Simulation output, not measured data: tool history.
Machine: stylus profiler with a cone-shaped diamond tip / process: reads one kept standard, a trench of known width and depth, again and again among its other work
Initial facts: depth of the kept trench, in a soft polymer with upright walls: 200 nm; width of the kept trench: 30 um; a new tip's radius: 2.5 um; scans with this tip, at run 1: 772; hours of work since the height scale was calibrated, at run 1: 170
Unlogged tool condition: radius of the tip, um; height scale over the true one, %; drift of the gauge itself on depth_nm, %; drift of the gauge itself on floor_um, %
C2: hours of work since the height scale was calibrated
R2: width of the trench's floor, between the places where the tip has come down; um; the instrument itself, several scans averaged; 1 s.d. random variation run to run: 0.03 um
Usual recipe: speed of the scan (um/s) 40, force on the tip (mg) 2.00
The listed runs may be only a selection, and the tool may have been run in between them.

Run 1, hour 0.0: usual settings; scans with this tip 772; C2 170. Result: depth of the trench (Å) 2005.3, R2 27.77 um.
Run 2, hour 8.7: usual settings; scans with this tip 793; C2 174. Result: depth of the trench (Å) 2007.6, R2 27.81 um.
Run 3, hour 19.2: usual settings; scans with this tip 817; C2 180. Result: depth of the trench (Å) 2008.1, R2 27.78 um.
Run 4, hour 27.3: usual settings; scans with this tip 836; C2 184. Result: depth of the trench (Å) 2005.9, R2 27.78 um.
Run 5, hour 38.6: usual settings; scans with this tip 862; C2 190. Result: depth of the trench (Å) 2006.6, R2 27.76 um.
Run 6, hour 52.3: usual settings; scans with this tip 895; C2 197. Result: depth of the trench (Å) 2010.0, R2 27.75 um.
Run 7, hour 66.5: usual settings; scans with this tip 928; C2 204. Result: depth of the trench (Å) 2009.3, R2 27.75 um.
Run 8, hour 76.1: usual settings; scans with this tip 950; C2 209. Result: depth of the trench (Å) 2007.7, R2 27.75 um.
Run 9, hour 89.9: usual settings but speed of the scan (um/s) 28; scans with this tip 982; C2 216. Result: depth of the trench (Å) 2007.2, R2 27.82 um.
Run 10, hour 106.7: usual settings but speed of the scan (um/s) 28; scans with this tip 1022; C2 225. Result: depth of the trench (Å) 2006.9, R2 27.82 um.
Run 11, hour 122.4: usual settings but speed of the scan (um/s) 28; scans with this tip 1058; C2 233. Result: depth of the trench (Å) 2008.1, R2 27.85 um.
Run 12, hour 131.2: usual settings but speed of the scan (um/s) 28; scans with this tip 1079; C2 237. Result: depth of the trench (Å) 2007.2, R2 27.83 um.
Run 13, hour 139.1: usual settings but speed of the scan (um/s) 28; scans with this tip 1097; C2 241. Result: depth of the trench (Å) 2005.2, R2 27.84 um.
Run 14, hour 149.6: usual settings but speed of the scan (um/s) 125; scans with this tip 1122; C2 247. Result: depth of the trench (Å) 2009.4, R2 27.38 um.
Run 15, hour 163.0: usual settings but speed of the scan (um/s) 125; scans with this tip 1153; C2 254. Result: depth of the trench (Å) 2005.5, R2 27.43 um.
Run 16, hour 173.5: usual settings but speed of the scan (um/s) 125; scans with this tip 1177; C2 259. Result: depth of the trench (Å) 2006.7, R2 27.36 um.
Run 17, hour 189.2: usual settings; scans with this tip 1214; C2 267. Result: depth of the trench (Å) 2007.5, R2 27.79 um.
Run 18, hour 201.2: usual settings; scans with this tip 1242; C2 273. Result: depth of the trench (Å) 2006.7, R2 27.77 um.
Run 19, hour 214.0: usual settings but speed of the scan (um/s) 144; scans with this tip 1272; C2 280. Result: depth of the trench (Å) 2006.5, R2 27.26 um.
Run 20, hour 225.2: usual settings but speed of the scan (um/s) 144; scans with this tip 1298; C2 286. Result: depth of the trench (Å) 2005.8, R2 27.27 um.
Run 21, hour 235.4: usual settings but speed of the scan (um/s) 76; scans with this tip 1322; C2 291. Result: depth of the trench (Å) 2005.3, R2 27.58 um.
Run 22, hour 246.9: usual settings but speed of the scan (um/s) 76; scans with this tip 1349; C2 297. Result: depth of the trench (Å) 2006.0, R2 27.53 um.
Run 23, hour 257.8: usual settings; scans with this tip 1374; C2 302. Result: depth of the trench (Å) 2007.3, R2 27.69 um.
Run 24, hour 275.4: usual settings but speed of the scan (um/s) 11, force on the tip (mg) 2.58; scans with this tip 1415; C2 311. Result: depth of the trench (Å) 2008.9, R2 27.93 um.
Run 25, hour 291.4: usual settings but force on the tip (mg) 2.30; scans with this tip 1453; C2 320. Result: depth of the trench (Å) 2008.0, R2 27.77 um.
Run 26, hour 302.1: usual settings but speed of the scan (um/s) 106, force on the tip (mg) 1.21; scans with this tip 1478; C2 325. Result: depth of the trench (Å) 2003.5, R2 27.29 um.
Run 27, hour 314.5: usual settings but speed of the scan (um/s) 22, force on the tip (mg) 2.08; scans with this tip 1507; C2 332. Result: depth of the trench (Å) 2005.9, R2 27.85 um.
Run 28, hour 328.2: usual settings but speed of the scan (um/s) 17, force on the tip (mg) 5.60; scans with this tip 1538; C2 339. Result: depth of the trench (Å) 2018.0, R2 27.88 um.
Run 29, hour 343.5: usual settings but speed of the scan (um/s) 10, force on the tip (mg) 1.00; scans with this tip 1574; C2 346. Result: depth of the trench (Å) 2002.0, R2 27.85 um.
Run 30, hour 352.1: usual settings but speed of the scan (um/s) 10, force on the tip (mg) 1.00; scans with this tip 1594; C2 351. Result: depth of the trench (Å) 2001.9, R2 27.90 um.
Run 31, hour 362.6: usual settings but speed of the scan (um/s) 10, force on the tip (mg) 1.00; scans with this tip 1619; C2 356. Result: depth of the trench (Å) 2003.1, R2 27.82 um.
Run 32, hour 374.7: usual settings but speed of the scan (um/s) 18, force on the tip (mg) 0.85; scans with this tip 1647; C2 362. Result: depth of the trench (Å) 2002.9, R2 27.83 um.
Run 33, hour 382.8: usual settings but speed of the scan (um/s) 18, force on the tip (mg) 0.85; scans with this tip 1666; C2 367. Result: depth of the trench (Å) 2002.4, R2 27.77 um.
Run 34, hour 399.3: usual settings but speed of the scan (um/s) 18, force on the tip (mg) 0.85; scans with this tip 1704; C2 375. Result: depth of the trench (Å) 2001.1, R2 27.83 um.
Run 35, hour 412.9: usual settings but speed of the scan (um/s) 12, force on the tip (mg) 1.54; scans with this tip 1736; C2 382. Result: depth of the trench (Å) 2003.8, R2 27.90 um.
Run 36, hour 427.8: usual settings but speed of the scan (um/s) 12, force on the tip (mg) 1.54; scans with this tip 1771; C2 390. Result: depth of the trench (Å) 2003.2, R2 27.86 um.
Run 37, hour 436.0: usual settings but speed of the scan (um/s) 12, force on the tip (mg) 1.54; scans with this tip 1790; C2 394. Result: depth of the trench (Å) 2005.6, R2 27.85 um.
Run 38, hour 447.3: usual settings but speed of the scan (um/s) 17, force on the tip (mg) 1.64; scans with this tip 1817; C2 400. Result: depth of the trench (Å) 2005.5, R2 27.84 um.
Run 39, hour 455.6: usual settings but force on the tip (mg) 4.17; scans with this tip 1836; C2 404. Result: depth of the trench (Å) 2012.4, R2 27.80 um.
Run 40, hour 468.9: usual settings but speed of the scan (um/s) 28, force on the tip (mg) 2.29; scans with this tip 1867; C2 411. Result: depth of the trench (Å) 2007.8, R2 27.80 um.
Run 41, hour 486.0: usual settings but speed of the scan (um/s) 67, force on the tip (mg) 1.28; scans with this tip 1907; C2 420. Result: depth of the trench (Å) 2002.7, R2 27.55 um.
Run 42, hour 493.6: usual settings but speed of the scan (um/s) 67, force on the tip (mg) 1.28; scans with this tip 1925; C2 424. Result: depth of the trench (Å) 2003.5, R2 27.59 um.
Run 43, hour 509.4: usual settings but speed of the scan (um/s) 21, force on the tip (mg) 1.72; scans with this tip 1961; C2 432. Result: depth of the trench (Å) 2006.0, R2 27.83 um.
Run 44, hour 518.1: usual settings but speed of the scan (um/s) 21, force on the tip (mg) 2.30; scans with this tip 1982; C2 436. Result: depth of the trench (Å) 2007.3, R2 27.87 um.
Run 45, hour 526.5: usual settings but speed of the scan (um/s) 21, force on the tip (mg) 2.30; scans with this tip 2001; C2 440. Result: depth of the trench (Å) 2006.4, R2 27.84 um.
Run 46, hour 543.6: usual settings but speed of the scan (um/s) 30, force on the tip (mg) 1.21; scans with this tip 2041; C2 449. Result: depth of the trench (Å) 2002.6, R2 27.74 um.

A few steps of depth of the trench (Å) between consecutive runs. Split each: what settings, incoming material and random variation would produce without the hidden state, and what is left over for the hidden state, along with gauge scatter present in only one of the two compared results (measured, and without hidden state):
Run 1 -> 2: nothing adjusted, nothing logged. depth of the trench (Å) +2.3: hidden state +0.1, all else +2.2.
Run 10 -> 11: nothing adjusted, nothing logged. depth of the trench (Å) +1.2: hidden state -0.2, all else +1.4.
Run 27 -> 28: speed of the scan (um/s) 22 -> 17, force on the tip (mg) 2.08 -> 5.60. depth of the trench (Å) +12.1: hidden state +0.0, all else +12.1.
Run 28 -> 29: speed of the scan (um/s) 17 -> 10, force on the tip (mg) 5.60 -> 1.00. depth of the trench (Å) -16.0: hidden state -0.1, all else -15.9.
Run 34 -> 35: speed of the scan (um/s) 18 -> 12, force on the tip (mg) 0.85 -> 1.54. depth of the trench (Å) +2.7: hidden state -0.2, all else +2.9.
Run 38 -> 39: speed of the scan (um/s) 17 -> 40, force on the tip (mg) 1.64 -> 4.17. depth of the trench (Å) +6.9: hidden state +0.0, all else +6.9.
